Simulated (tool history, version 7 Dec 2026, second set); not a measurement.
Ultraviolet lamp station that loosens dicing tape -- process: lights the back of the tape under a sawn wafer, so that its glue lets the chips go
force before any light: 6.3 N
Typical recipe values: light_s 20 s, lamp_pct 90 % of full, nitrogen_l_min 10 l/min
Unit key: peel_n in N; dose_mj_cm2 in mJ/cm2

run,hour,light_s,lamp_pct,nitrogen_l_min,peel_n,dose_mj_cm2
1,0,20,90,10,0.743,235
2,39.3,20,90,10,0.747,233
3,89.8,20,90,10,0.815,229
4,128.6,20,90,8,0.893,224
5,170.1,20,90,5,1.186,222
6,223.5,13,90,10,1.71,141
7,281.2,20,90,10,0.904,214
8,327.3,20,90,10,0.959,208
9,385.8,20,90,10,0.969,208
10,424.2,20,90,10,1.008,199
# hour 442: window cleaned of glue's vapour
11,456.6,20,90,10,0.808,226
12,482.2,20,90,10,0.825,228
13,521.4,20,90,10,0.82,223
14,561.3,20,95,6,1.044,227
15,592.4,20,95,6,1.069,230
16,632,20,90,5,1.272,217
# hour 673.7: lamp changed
17,688.1,20,90,5,0.748,290
18,715.2,11,76,4,2.475,136
19,770.1,11,76,4,2.536,133
20,810.6,20,70,15,0.709,218
21,854.8,20,61,10,1.177,186
22,890.7,12,95,10,1.303,173
23,926,12,95,10,1.301,170
24,953.8,31,69,10,0.357,319
25,989.8,31,64,7,0.591,299
26,1036.6,32,64,6,0.643,298

3 options for the next run, each taken on its own from the tool as it stands now. Forecast them:
A,1075.5,12,60,8,?,?
B,1075.5,20,90,5,?,?
C,1075.5,18,64,13,?,?

run,peel_n,dose_mj_cm2
A,2.581,105
B,0.967,256
C,1.278,165
Take away the tool's hidden state, keep each run's random variation, and the runs would have read:
run,peel_n,dose_mj_cm2
A,2.191,124
B,0.694,305
C,0.956,196
